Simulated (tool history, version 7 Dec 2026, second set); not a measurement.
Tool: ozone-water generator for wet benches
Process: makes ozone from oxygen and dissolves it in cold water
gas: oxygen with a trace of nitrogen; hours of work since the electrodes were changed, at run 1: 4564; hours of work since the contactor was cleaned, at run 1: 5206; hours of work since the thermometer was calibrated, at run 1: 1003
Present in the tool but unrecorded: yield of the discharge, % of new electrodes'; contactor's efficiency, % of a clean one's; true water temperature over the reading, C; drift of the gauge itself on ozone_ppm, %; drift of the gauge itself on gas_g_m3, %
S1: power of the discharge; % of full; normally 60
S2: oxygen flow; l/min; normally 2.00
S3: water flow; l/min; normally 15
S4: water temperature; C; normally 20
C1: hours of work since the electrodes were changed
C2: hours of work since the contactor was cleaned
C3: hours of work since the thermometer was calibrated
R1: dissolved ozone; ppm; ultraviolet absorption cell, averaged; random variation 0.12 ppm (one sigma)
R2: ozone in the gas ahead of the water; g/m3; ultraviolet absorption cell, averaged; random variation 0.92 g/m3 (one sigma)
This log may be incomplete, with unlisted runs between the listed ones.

{"run": 1, "hour": 0.0, "S1": 60, "S2": 2.0, "S3": 15, "S4": 20, "C1": 4564, "C2": 5206, "C3": 1003, "R1": 11.2, "R2": 151.6}
{"run": 2, "hour": 75.7, "S1": 60, "S2": 2.0, "S3": 15, "S4": 20, "C1": 4633, "C2": 5275, "C3": 1072, "R1": 11.1, "R2": 154.4}
{"run": 3, "hour": 147.5, "S1": 60, "S2": 2.0, "S3": 15, "S4": 20, "C1": 4699, "C2": 5341, "C3": 1138, "R1": 11.0, "R2": 154.5}
{"run": 4, "hour": 260.5, "S1": 60, "S2": 2.0, "S3": 15, "S4": 20, "C1": 4803, "C2": 5445, "C3": 1242, "R1": 11.1, "R2": 152.8}
{"run": 5, "hour": 364.9, "S1": 60, "S2": 2.0, "S3": 15, "S4": 20, "C1": 4898, "C2": 5540, "C3": 1337, "R1": 11.2, "R2": 152.9}
{"run": 6, "hour": 466.4, "S1": 60, "S2": 3.18, "S3": 15, "S4": 20, "C1": 4991, "C2": 5634, "C3": 1430, "R1": 11.1, "R2": 114.4}
{"run": 7, "hour": 554.5, "S1": 60, "S2": 2.0, "S3": 11, "S4": 20, "C1": 5072, "C2": 5714, "C3": 1511, "R1": 14.6, "R2": 153.5}
{"run": 8, "hour": 615.1, "S1": 60, "S2": 2.9, "S3": 15, "S4": 20, "C1": 5128, "C2": 5770, "C3": 1567, "R1": 11.4, "R2": 122.6}
{"run": 9, "hour": 732.5, "S1": 60, "S2": 2.9, "S3": 15, "S4": 20, "C1": 5236, "C2": 5878, "C3": 1675, "R1": 11.3, "R2": 121.5}
{"run": 10, "hour": 836.6, "S1": 60, "S2": 2.0, "S3": 15, "S4": 20, "C1": 5331, "C2": 5973, "C3": 1770, "R1": 11.0, "R2": 154.8}
{"run": 11, "hour": 920.1, "S1": 60, "S2": 2.0, "S3": 15, "S4": 14, "C1": 5408, "C2": 6050, "C3": 1847, "R1": 11.8, "R2": 155.4}
{"run": 12, "hour": 1041.9, "S1": 60, "S2": 2.0, "S3": 15, "S4": 14, "C1": 5519, "C2": 6161, "C3": 1958, "R1": 11.5, "R2": 153.5}
{"hour": 1132.6, "done": "contactor cleaned"}
{"run": 13, "hour": 1133.2, "S1": 60, "S2": 2.0, "S3": 15, "S4": 14, "C1": 5599, "C2": 1, "C3": 2038, "R1": 11.8, "R2": 153.2}
{"run": 14, "hour": 1249.5, "S1": 74, "S2": 2.0, "S3": 15, "S4": 20, "C1": 5706, "C2": 107, "C3": 2145, "R1": 12.9, "R2": 178.9}
{"run": 15, "hour": 1318.8, "S1": 60, "S2": 2.0, "S3": 15, "S4": 20, "C1": 5770, "C2": 171, "C3": 2209, "R1": 11.3, "R2": 154.1}
{"run": 16, "hour": 1408.0, "S1": 60, "S2": 2.0, "S3": 15, "S4": 20, "C1": 5852, "C2": 253, "C3": 2291, "R1": 10.9, "R2": 155.3}
{"run": 17, "hour": 1462.4, "S1": 60, "S2": 2.0, "S3": 15, "S4": 20, "C1": 5901, "C2": 303, "C3": 2340, "R1": 10.9, "R2": 153.4}
{"run": 18, "hour": 1564.4, "S1": 60, "S2": 1.93, "S3": 15, "S4": 20, "C1": 5995, "C2": 396, "C3": 2434, "R1": 11.1, "R2": 158.0}
{"run": 19, "hour": 1634.1, "S1": 60, "S2": 1.93, "S3": 15, "S4": 20, "C1": 6059, "C2": 460, "C3": 2498, "R1": 11.0, "R2": 157.2}
{"run": 20, "hour": 1701.7, "S1": 94, "S2": 3.02, "S3": 15, "S4": 20, "C1": 6121, "C2": 522, "C3": 2560, "R1": 15.6, "R2": 165.2}
{"run": 21, "hour": 1801.4, "S1": 52, "S2": 1.3, "S3": 15, "S4": 20, "C1": 6212, "C2": 613, "C3": 2651, "R1": 9.7, "R2": 183.9}
{"run": 22, "hour": 1866.3, "S1": 52, "S2": 1.3, "S3": 15, "S4": 20, "C1": 6272, "C2": 673, "C3": 2711, "R1": 9.4, "R2": 181.1}
{"run": 23, "hour": 1930.2, "S1": 52, "S2": 1.3, "S3": 15, "S4": 20, "C1": 6331, "C2": 732, "C3": 2770, "R1": 9.5, "R2": 179.7}
{"run": 24, "hour": 1994.6, "S1": 52, "S2": 1.3, "S3": 15, "S4": 20, "C1": 6390, "C2": 791, "C3": 2829, "R1": 9.5, "R2": 182.5}
{"run": 25, "hour": 2063.2, "S1": 89, "S2": 3.59, "S3": 15, "S4": 20, "C1": 6453, "C2": 854, "C3": 2892, "R1": 14.8, "R2": 145.3}
{"run": 26, "hour": 2187.3, "S1": 57, "S2": 2.0, "S3": 15, "S4": 17, "C1": 6566, "C2": 967, "C3": 3005, "R1": 10.9, "R2": 147.9}
{"run": 27, "hour": 2297.2, "S1": 60, "S2": 2.0, "S3": 13, "S4": 25, "C1": 6667, "C2": 1068, "C3": 3106, "R1": 12.0, "R2": 153.7}
{"run": 28, "hour": 2355.6, "S1": 68, "S2": 2.0, "S3": 17, "S4": 25, "C1": 6721, "C2": 1122, "C3": 3160, "R1": 10.2, "R2": 170.3}
{"run": 29, "hour": 2473.3, "S1": 60, "S2": 2.1, "S3": 15, "S4": 23, "C1": 6829, "C2": 1230, "C3": 3268, "R1": 10.6, "R2": 149.4}
{"run": 30, "hour": 2595.7, "S1": 60, "S2": 3.53, "S3": 17, "S4": 21, "C1": 6941, "C2": 1342, "C3": 3380, "R1": 9.9, "R2": 107.2}
{"run": 31, "hour": 2653.5, "S1": 48, "S2": 1.95, "S3": 17, "S4": 16, "C1": 6994, "C2": 1395, "C3": 3433, "R1": 8.7, "R2": 132.9}
{"run": 32, "hour": 2740.9, "S1": 42, "S2": 1.95, "S3": 17, "S4": 26, "C1": 7074, "C2": 1475, "C3": 3513, "R1": 7.3, "R2": 120.4}

Here are 5 independent what-if runs from the current tool condition. What would each one return?
{"run": "A", "hour": 2858.0, "S1": 42, "S2": 1.95, "S3": 17, "S4": 18, "C1": 7182, "C2": 1583, "C3": 3621, "R1": "?", "R2": "?"}
{"run": "B", "hour": 2858.0, "S1": 71, "S2": 2.0, "S3": 12, "S4": 20, "C1": 7182, "C2": 1583, "C3": 3621, "R1": "?", "R2": "?"}
{"run": "C", "hour": 2858.0, "S1": 42, "S2": 2.1, "S3": 16, "S4": 13, "C1": 7182, "C2": 1583, "C3": 3621, "R1": "?", "R2": "?"}
{"run": "D", "hour": 2858.0, "S1": 42, "S2": 2.42, "S3": 17, "S4": 26, "C1": 7182, "C2": 1583, "C3": 3621, "R1": "?", "R2": "?"}
{"run": "E", "hour": 2858.0, "S1": 42, "S2": 1.95, "S3": 11, "S4": 25, "C1": 7182, "C2": 1583, "C3": 3621, "R1": "?", "R2": "?"}

run=A R1=7.6 R2=120.7
run=B R1=15.6 R2=176.2
run=C R1=8.6 R2=114.5
run=D R1=7.1 R2=106.4
run=E R1=10.4 R2=120.7
Without the tool's unlogged condition, the same runs would have read:
run=A R1=7.6 R2=120.8
run=B R1=15.6 R2=176.4
run=C R1=8.6 R2=114.6
run=D R1=7.1 R2=106.5
run=E R1=10.5 R2=120.8
